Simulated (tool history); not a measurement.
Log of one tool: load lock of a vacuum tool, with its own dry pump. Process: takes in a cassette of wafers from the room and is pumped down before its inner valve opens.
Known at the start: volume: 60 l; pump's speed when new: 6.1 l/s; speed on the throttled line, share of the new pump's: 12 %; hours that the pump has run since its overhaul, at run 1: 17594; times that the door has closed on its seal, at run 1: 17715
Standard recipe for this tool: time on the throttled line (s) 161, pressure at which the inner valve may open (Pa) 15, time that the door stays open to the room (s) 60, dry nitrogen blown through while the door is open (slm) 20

run,hour,time on the throttled line (s),pressure at which the inner valve may open (Pa),time that the door stays open to the room (s),dry nitrogen blown through while the door is open (slm),hours that the pump has run since its overhaul,times that the door has closed on its seal,"incoming humidity of the room's air, %",time from the closed door until the inner valve may open (s),rise of the pressure with all valves shut (Pa/min)
1,0.0,161,15,60,20,17594,17715,40.3,231.6,0.016
2,273.6,161,15,60,20,17868,18043,44.3,227.5,0.012
3,706.1,161,15,60,20,18300,18561,45.4,229.1,0.016
4,974.1,161,15,60,20,18568,18883,42.2,228.6,0.016
5,1295.8,161,15,60,20,18890,19268,43.5,226.0,0.018
6,1701.4,161,15,60,20,19296,19755,44.5,228.3,0.019
7,2140.8,161,15,60,20,19735,20281,46.1,229.2,0.019
8,2387.8,161,15,60,20,19982,20577,43.2,226.7,0.021
9,2794.3,161,15,60,20,20389,21065,43.0,229.2,0.019
10,3176.0,161,15,60,20,20770,21522,39.6,229.2,0.017
11,3530.6,161,15,60,20,21125,21947,43.6,228.0,0.022
# hour 3917.3: dry pump taken out, an overhauled one fitted
12,3973.4,161,15,60,27,56,22471,45.1,228.9,0.016
13,4260.7,161,15,60,27,343,22815,43.8,228.3,0.016
14,4535.4,161,15,60,27,618,23144,47.4,227.8,0.014
15,4770.8,161,15,60,20,854,23426,39.9,228.9,0.014
16,5191.8,161,15,60,20,1274,23931,46.3,229.9,0.016
17,5537.3,161,15,60,23,1620,24345,46.5,229.1,0.019
18,5785.6,161,15,60,23,1868,24643,46.6,226.3,0.022
19,6029.2,158,23,111,5,2112,24935,48.9,220.3,0.045
20,6499.9,120,10,37,5,2583,25499,43.2,198.6,0.030
21,6840.1,295,17,196,20,2923,25907,44.1,344.0,0.023
22,7142.5,161,11,60,20,3225,26269,47.5,233.9,0.014
23,7478.1,104,27,60,4,3561,26672,45.0,171.9,0.044
24,7943.2,104,27,60,4,4026,27229,42.5,172.4,0.036
25,8262.9,161,15,62,17,4346,27612,45.3,229.9,0.020
26,8523.3,161,14,215,17,4606,27924,44.3,228.7,0.031
27,8816.5,161,26,215,17,4899,28276,42.1,223.6,0.028
28,9028.2,207,26,239,17,5111,28530,46.5,262.4,0.034
29,9453.8,207,26,239,17,5536,29040,44.6,263.0,0.032
30,9662.9,207,26,239,17,5746,29290,44.3,263.2,0.034
31,10140.0,207,26,239,17,6223,29862,44.7,262.3,0.032
32,10381.5,161,14,194,18,6464,30152,43.4,228.5,0.029
33,10575.5,161,14,194,18,6658,30384,42.7,228.2,0.032

Each row is a separate what-if for the run after 33, all from the same tool condition, not one after another. Results?
A,10880.8,89,15,60,20,6963,30750,44.9,?,?
B,10880.8,299,14,116,18,6963,30750,45.5,?,?
C,10880.8,117,26,60,21,6963,30750,43.1,?,?
D,10880.8,161,15,49,35,6963,30750,43.6,?,?
E,10880.8,161,13,60,40,6963,30750,45.6,?,?

run,time from the closed door until the inner valve may open (s),rise of the pressure with all valves shut (Pa/min)
A,164.9,0.014
B,349.8,0.027
C,184.7,0.019
D,229.8,0.014
E,230.7,0.012
Take away the tool's hidden state, keep each run's random variation, and the runs would have read:
run,time from the closed door until the inner valve may open (s),rise of the pressure with all valves shut (Pa/min)
A,164.9,0.013
B,349.8,0.026
C,184.6,0.018
D,229.8,0.013
E,230.7,0.011
